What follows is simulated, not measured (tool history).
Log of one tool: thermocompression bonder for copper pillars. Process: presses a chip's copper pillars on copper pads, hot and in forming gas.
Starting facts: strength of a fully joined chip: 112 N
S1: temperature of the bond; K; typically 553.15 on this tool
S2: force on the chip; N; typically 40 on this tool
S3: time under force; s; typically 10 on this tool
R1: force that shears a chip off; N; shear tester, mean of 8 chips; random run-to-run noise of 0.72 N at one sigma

run	day	S1	S2	S3	R1
1	0.000	553.15	40	10	45.2
2	0.617	528.15	40	10	34.5
3	1.129	547.15	40	10	42.3
4	1.938	553.15	40	10	44.2
5	2.458	553.15	40	10	46.3
6	2.812	553.15	40	10	45.5
7	3.658	553.15	47	10	52.1
8	4.042	553.15	40	9	41.7
9	4.788	553.15	40	9	42.6
10	5.317	553.15	40	9	43.1
11	5.700	553.15	29	9	28.5
12	6.292	553.15	36	9	36.5
13	6.650	553.15	40	10	44.2
14	7.362	525.15	40	10	33.4
# day 7.921: forming gas filter changed
15	7.967	525.15	40	10	38.3
16	8.371	553.15	35	10	43.4
17	8.938	553.15	35	10	42.2
18	9.629	553.15	40	10	48.6
19	9.996	553.15	40	10	49.5
20	10.604	553.15	40	10	48.8
21	11.079	532.15	58	24	79.6
22	11.471	532.15	58	24	77.5
23	12.162	532.15	58	24	77.3
24	12.675	532.15	30	24	40.6

Run 25 is up next; what results do you expect?
25	13.038	556.15	40	8	?

Run 25 gave R1 46.4 N.
With no hidden state in the tool, this same run would have given R1 49.3 N.
